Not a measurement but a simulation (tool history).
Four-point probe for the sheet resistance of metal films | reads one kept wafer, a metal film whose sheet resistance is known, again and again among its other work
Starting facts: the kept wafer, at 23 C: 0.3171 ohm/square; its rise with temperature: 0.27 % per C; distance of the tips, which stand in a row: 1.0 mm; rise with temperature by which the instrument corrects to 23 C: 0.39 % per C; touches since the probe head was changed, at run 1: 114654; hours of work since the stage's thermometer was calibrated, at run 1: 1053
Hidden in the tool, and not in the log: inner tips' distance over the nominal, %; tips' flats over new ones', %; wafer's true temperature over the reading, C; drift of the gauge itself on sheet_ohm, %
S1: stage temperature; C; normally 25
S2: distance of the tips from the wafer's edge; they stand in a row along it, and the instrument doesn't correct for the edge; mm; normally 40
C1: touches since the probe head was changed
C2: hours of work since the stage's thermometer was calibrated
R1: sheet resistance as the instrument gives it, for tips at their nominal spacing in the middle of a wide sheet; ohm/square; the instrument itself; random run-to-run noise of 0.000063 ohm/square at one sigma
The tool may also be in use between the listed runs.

run    hour  S1  S2      C1    C2        R1
  1     0.0  25  40  114654  1053  0.316460
  2    57.9  21  40  117033  1088  0.317930
  3   152.0  25  40  120906  1146  0.316512
  4   266.5  25  40  125611  1216  0.316358
  5   327.3  25  40  128113  1253  0.316458
  6   398.1  25  40  131023  1296  0.316366
      411.1  -- new probe head fitted
  7   461.5  29  40    2072  1335  0.314985
  8   601.9  29  40    7846  1421  0.315017
  9   678.7  29  40   11005  1468  0.314993
 10   738.2  29  40   13453  1504  0.314959
 11   794.9  25  19   15782  1539  0.316882
 12   891.0  25  19   19735  1598  0.316779
 13   977.1  25  40   23276  1650  0.316573
 14  1038.0  29  40   25778  1688  0.315051
 15  1098.0  25  40   28246  1724  0.316545
 16  1203.2  25  13   32573  1789  0.317304
 17  1319.4  32  20   37350  1860  0.314225
 18  1445.6  30   8   42539  1937  0.317159
 19  1564.4  33  35   47425  2010  0.313624
 20  1690.5  29   5   52611  2087  0.321487
 21  1799.7  29   5   57103  2154  0.321610
 22  1877.8  29   5   60311  2202  0.321496
 23  2015.0  29   4   65957  2286  0.325088
 24  2146.2  32  72   71351  2366  0.313707
 25  2267.6  32  40   76342  2440  0.313943
 26  2330.7  21  25   78939  2479  0.318124
     2443.2  -- stage's thermometer calibrated
 27  2469.8  22  61   84638    16  0.317362
 28  2568.4  22  61   88691    77  0.317531
 29  2653.3  25   7   92182   129  0.319709
 30  2720.0  22  15   94926   169  0.318195
 31  2839.8  25  29   99851   243  0.316495

Forecast each of these 3 alternatives for the next run:
  A  2901.6  24   8  102393  281   ?
  B  2901.6  33   6  102393  281   ?
  C  2901.6  31  29  102393  281   ?

run        R1
  A  0.319481
  B  0.318189
  C  0.314358
With the hidden condition removed and each run's random variation left untouched, the same runs would have given:
run        R1
  A  0.319509
  B  0.318216
  C  0.314386
